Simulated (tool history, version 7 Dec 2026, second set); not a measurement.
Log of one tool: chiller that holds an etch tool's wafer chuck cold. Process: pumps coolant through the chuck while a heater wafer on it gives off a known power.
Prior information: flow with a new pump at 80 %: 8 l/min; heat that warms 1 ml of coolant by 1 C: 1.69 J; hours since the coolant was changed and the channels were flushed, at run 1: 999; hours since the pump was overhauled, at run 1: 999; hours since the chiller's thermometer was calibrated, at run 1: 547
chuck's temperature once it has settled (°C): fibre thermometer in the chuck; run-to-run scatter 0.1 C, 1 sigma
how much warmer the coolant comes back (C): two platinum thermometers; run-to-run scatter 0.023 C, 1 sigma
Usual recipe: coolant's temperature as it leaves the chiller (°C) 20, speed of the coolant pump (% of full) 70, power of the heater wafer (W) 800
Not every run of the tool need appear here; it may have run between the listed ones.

run     day  coolant's temperature as it leaves the chiller (°C)  speed of the coolant pump (% of full)  power of the heater wafer (W)  hours since the coolant was changed and the channels were flushed  hours since the pump was overhauled  hours since the chiller's thermometer was calibrated  chuck's temperature once it has settled (°C)  how much warmer the coolant comes back (C)
  1   0.000                                                   20                                     70                            800                                                                999                                  999                                                   547                                          28.5                                        4.17
  2   1.496                                                   20                                     70                            800                                                               1035                                 1035                                                   583                                          28.7                                        4.21
  3   2.912                                                   20                                     70                            800                                                               1069                                 1069                                                   617                                          28.8                                        4.18
  4   4.050                                                   20                                     70                            800                                                               1096                                 1096                                                   644                                          28.9                                        4.19
  5   5.596                                                   12                                     70                            800                                                               1133                                 1133                                                   682                                          20.9                                        4.24
  6   6.442                                                   12                                     70                            800                                                               1153                                 1153                                                   702                                          20.8                                        4.17
  7   7.329                                                   12                                     70                            800                                                               1175                                 1175                                                   723                                          21.0                                        4.19
  8   8.817                                                   12                                     70                            800                                                               1210                                 1210                                                   759                                          21.1                                        4.17
  9  10.171                                                   20                                     70                            800                                                               1243                                 1243                                                   791                                          29.0                                        4.22
 10  11.525                                                   20                                     70                            800                                                               1275                                 1275                                                   824                                          28.9                                        4.22
 11  13.167                                                   20                                     70                            800                                                               1315                                 1315                                                   863                                          28.9                                        4.20
 12  14.054                                                   20                                     70                            800                                                               1336                                 1336                                                   884                                          29.0                                        4.17
 13  15.650                                                   20                                     70                            800                                                               1374                                 1374                                                   923                                          28.8                                        4.21
 14  17.167                                                   20                                     70                            800                                                               1411                                 1411                                                   959                                          29.0                                        4.20
 15  18.483                                                   20                                     70                            800                                                               1442                                 1442                                                   991                                          29.0                                        4.23
 16  19.683                                                   20                                     77                            800                                                               1471                                 1471                                                  1020                                          28.4                                        3.80
 17  21.129                                                   20                                     70                            800                                                               1506                                 1506                                                  1054                                          28.9                                        4.24
 18  22.888                                                   20                                     94                            800                                                               1548                                 1548                                                  1097                                          27.5                                        3.08
 19  24.488                                                   20                                     61                            540                                                               1587                                 1587                                                  1135                                          26.8                                        3.36
 20  25.692                                                   20                                     61                            540                                                               1615                                 1615                                                  1164                                          26.9                                        3.34
     25.875  -- chiller's thermometer calibrated
 21  26.775                                                   20                                     70                            412                                                               1640                                 1640                                                    22                                          25.1                                        2.18
 22  28.225                                                   20                                     70                            412                                                               1675                                 1675                                                    56                                          25.1                                        2.22
     29.654  -- chiller's thermometer calibrated, once more
 23  29.658                                                   12                                     71                            532                                                               1709                                 1709                                                     0                                          17.7                                        2.78
 24  30.592                                                   12                                     71                            532                                                               1731                                 1731                                                    22                                          17.8                                        2.78
 25  32.279                                                   12                                     71                            532                                                               1772                                 1772                                                    63                                          17.8                                        2.76
 26  33.617                                                   29                                     68                            800                                                               1804                                 1804                                                    95                                          37.9                                        4.43
 27  34.850                                                   24                                     77                            680                                                               1833                                 1833                                                   125                                          31.1                                        3.24
 28  36.354                                                   24                                     77                            680                                                               1869                                 1869                                                   161                                          30.8                                        3.27
 29  38.033                                                   19                                     74                            862                                                               1910                                 1910                                                   201                                          28.4                                        4.32
 30  38.800                                                   17                                     70                            636                                                               1928                                 1928                                                   220                                          24.0                                        3.43
 31  39.746                                                   14                                     78                            608                                                               1951                                 1951                                                   242                                          20.4                                        2.92

3 options for the next run, each taken on its own from the tool as it stands now. Forecast them:
  A  40.704                                                   23                                     79                            469                                                               1974                                 1974                                                   265                                             ?                                           ?
  B  40.704                                                   23                                     78                            424                                                               1974                                 1974                                                   265                                             ?                                           ?
  C  40.704                                                   19                                     69                            512                                                               1974                                 1974                                                   265                                             ?                                           ?

run  chuck's temperature once it has settled (°C)  how much warmer the coolant comes back (C)
  A                                          27.9                                        2.24
  B                                          27.5                                        2.02
  C                                          24.9                                        2.81
Without the tool's unlogged condition, the same runs would have read:
run  chuck's temperature once it has settled (°C)  how much warmer the coolant comes back (C)
  A                                          27.4                                        2.15
  B                                          27.1                                        1.94
  C                                          24.4                                        2.69

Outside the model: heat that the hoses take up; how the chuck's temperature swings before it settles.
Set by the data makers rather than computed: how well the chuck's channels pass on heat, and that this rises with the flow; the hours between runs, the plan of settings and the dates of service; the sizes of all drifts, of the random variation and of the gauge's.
